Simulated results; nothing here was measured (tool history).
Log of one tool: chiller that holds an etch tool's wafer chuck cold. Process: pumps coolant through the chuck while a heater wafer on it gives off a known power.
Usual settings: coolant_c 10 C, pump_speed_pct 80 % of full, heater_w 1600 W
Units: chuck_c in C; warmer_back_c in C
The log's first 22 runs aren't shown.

run   hour  coolant_c  pump_speed_pct  heater_w  chuck_c  warmer_back_c
 23  576.8         15              88      1145     23.5           4.54
 24  611.2          4              88      1299     13.4           5.04
 25  628.9          2              76      1881     17.4           8.65
 26  649.7          2              76      1881     17.4           8.64
 27  676.4         10              81      1099     18.6           4.75
 28  698.7          5              81      1737     18.5           7.51
 29  718.8         17              81      1737     30.4           7.57
 30  747.4         17              81      1737     30.6           7.56
 31  772.6         17              81      1562     29.2           6.74
 32  792.2          7              95      1596     18.1           5.87

Forecast each of these 3 alternatives for the next run:
  A  821.2         14              70      1029        ?              ?
  B  821.2         14              79      1322        ?              ?
  C  821.2         17              80      1600        ?              ?

run  chuck_c  warmer_back_c
  A       23           5.16
  B     24.7           5.84
  C     29.7           6.95
Without the tool's hidden state the same runs would have given:
run  chuck_c  warmer_back_c
  A     22.5           5.15
  B       24           5.83
  C     28.9           6.94
